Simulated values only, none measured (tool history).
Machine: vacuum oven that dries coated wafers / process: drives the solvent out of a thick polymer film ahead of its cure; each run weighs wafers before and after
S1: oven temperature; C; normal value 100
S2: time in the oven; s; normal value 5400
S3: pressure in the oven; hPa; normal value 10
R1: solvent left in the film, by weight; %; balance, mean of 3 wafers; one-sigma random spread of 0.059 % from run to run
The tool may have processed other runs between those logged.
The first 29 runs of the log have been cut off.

| run | hour | S1 | S2 | S3 | R1 |
|---|---|---|---|---|---|
| 30 | 1101.8 | 100 | 5760 | 10 | 2.62 |
| 31 | 1126.3 | 88 | 3240 | 14.4 | 9.4 |
| 32 | 1169.8 | 111 | 4380 | 21.3 | 3.19 |
|  | 1181.9 | oven's thermocouples calibrated |
| 33 | 1219.8 | 100 | 8040 | 12.9 | 2.91 |
| 34 | 1264.8 | 100 | 7440 | 12.9 | 3.05 |
| 35 | 1311.1 | 100 | 7440 | 11.1 | 2.65 |
| 36 | 1352.4 | 91 | 3180 | 5.1 | 7.14 |
| 37 | 1402.1 | 113 | 3600 | 20.9 | 3.51 |
| 38 | 1448.8 | 99 | 4920 | 13.3 | 4.34 |
| 39 | 1478.2 | 114 | 9600 | 8 | 1.04 |
| 40 | 1505.8 | 107 | 6720 | 9.3 | 1.73 |
| 41 | 1538.7 | 103 | 7920 | 9.1 | 1.91 |
| 42 | 1579.4 | 103 | 7920 | 9.1 | 2.01 |
| 43 | 1603.3 | 103 | 7920 | 9.1 | 1.93 |
| 44 | 1626.9 | 115 | 5820 | 22.3 | 2.75 |
| 45 | 1655.9 | 100 | 6540 | 10 | 2.77 |
| 46 | 1690.6 | 91 | 4080 | 6.9 | 6.04 |
| 47 | 1713.2 | 91 | 4080 | 11.8 | 7.08 |
| 48 | 1762.9 | 91 | 4080 | 11.8 | 7.05 |

Forecast each of these 3 alternatives for the next run:
| A | 1793.8 | 112 | 4080 | 13.8 | ? |
| B | 1793.8 | 108 | 4080 | 33 | ? |
| C | 1793.8 | 105 | 4080 | 11.8 | ? |

| run | R1 |
|---|---|
| A | 2.52 |
| B | 5.93 |
| C | 3.55 |
With the hidden condition removed and each run's random variation left untouched, the same runs would have given:
| run | R1 |
|---|---|
| A | 2.42 |
| B | 5.9 |
| C | 3.44 |
